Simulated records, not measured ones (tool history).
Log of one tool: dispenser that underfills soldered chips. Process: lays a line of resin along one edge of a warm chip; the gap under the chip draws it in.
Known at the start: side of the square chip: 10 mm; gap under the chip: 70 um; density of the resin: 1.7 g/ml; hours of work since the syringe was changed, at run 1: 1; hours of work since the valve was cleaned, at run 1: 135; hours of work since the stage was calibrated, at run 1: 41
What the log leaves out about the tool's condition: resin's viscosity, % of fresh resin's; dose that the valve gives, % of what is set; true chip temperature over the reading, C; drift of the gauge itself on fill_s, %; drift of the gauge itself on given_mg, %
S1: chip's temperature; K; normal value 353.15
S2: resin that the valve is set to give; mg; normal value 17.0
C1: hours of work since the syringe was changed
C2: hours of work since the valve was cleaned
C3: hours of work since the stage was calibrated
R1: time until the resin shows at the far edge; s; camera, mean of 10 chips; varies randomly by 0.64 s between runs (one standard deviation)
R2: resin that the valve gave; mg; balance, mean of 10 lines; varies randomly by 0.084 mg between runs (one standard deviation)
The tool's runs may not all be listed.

run,hour,S1,S2,C1,C2,C3,R1,R2
1,0.0,353.15,17.0,1,135,41,63.7,15.31
2,8.7,353.15,17.0,7,141,47,97.2,15.35
# hour 14.2: new syringe of resin
# hour 15.9: dispensing valve cleaned and set on the balance
3,20.4,353.15,17.0,4,3,54,71.7,17.03
# hour 31.3: new syringe of resin
4,35.0,353.15,17.0,3,13,64,66.5,16.95
5,43.2,353.15,17.0,8,18,70,96.8,16.86
# hour 47.2: new syringe of resin
6,52.2,353.15,17.0,3,24,76,70.7,16.75
# hour 64.2: new syringe of resin
7,67.3,353.15,17.0,2,34,86,67.7,16.50
8,79.2,360.15,18.6,10,43,94,90.1,18.06
# hour 80.7: new syringe of resin
9,90.5,345.15,20.5,7,50,101,112.9,19.77
# hour 96.7: new syringe of resin
10,103.0,345.15,20.5,4,58,110,93.9,19.68
# hour 112.8: new syringe of resin
11,117.9,345.15,20.5,4,68,120,90.0,19.35
12,125.1,345.15,17.7,8,73,124,129.6,16.68
# hour 128.8: new syringe of resin
13,135.6,367.15,17.0,5,80,131,51.6,16.03

What if the next run were any one of these 5? Each begins from the tool's condition after run 13:
# hour 144.5: new syringe of resin
A,149.5,354.15,18.2,3,89,141,?,?
# hour 144.5: new syringe of resin
B,149.5,345.15,18.6,3,89,141,?,?
# hour 144.5: new syringe of resin
C,149.5,367.15,17.0,3,89,141,?,?
# hour 144.5: new syringe of resin
D,149.5,353.15,15.6,3,89,141,?,?
# hour 144.5: new syringe of resin
E,149.5,365.15,17.6,3,89,141,?,?

run,R1,R2
A,70.1,17.06
B,92.4,17.50
C,47.5,15.90
D,75.2,14.57
E,51.8,16.47
What these runs would have given with no unlogged condition in the tool:
run,R1,R2
A,55.0,18.25
B,72.6,18.72
C,37.1,17.01
D,58.4,15.59
E,40.5,17.61
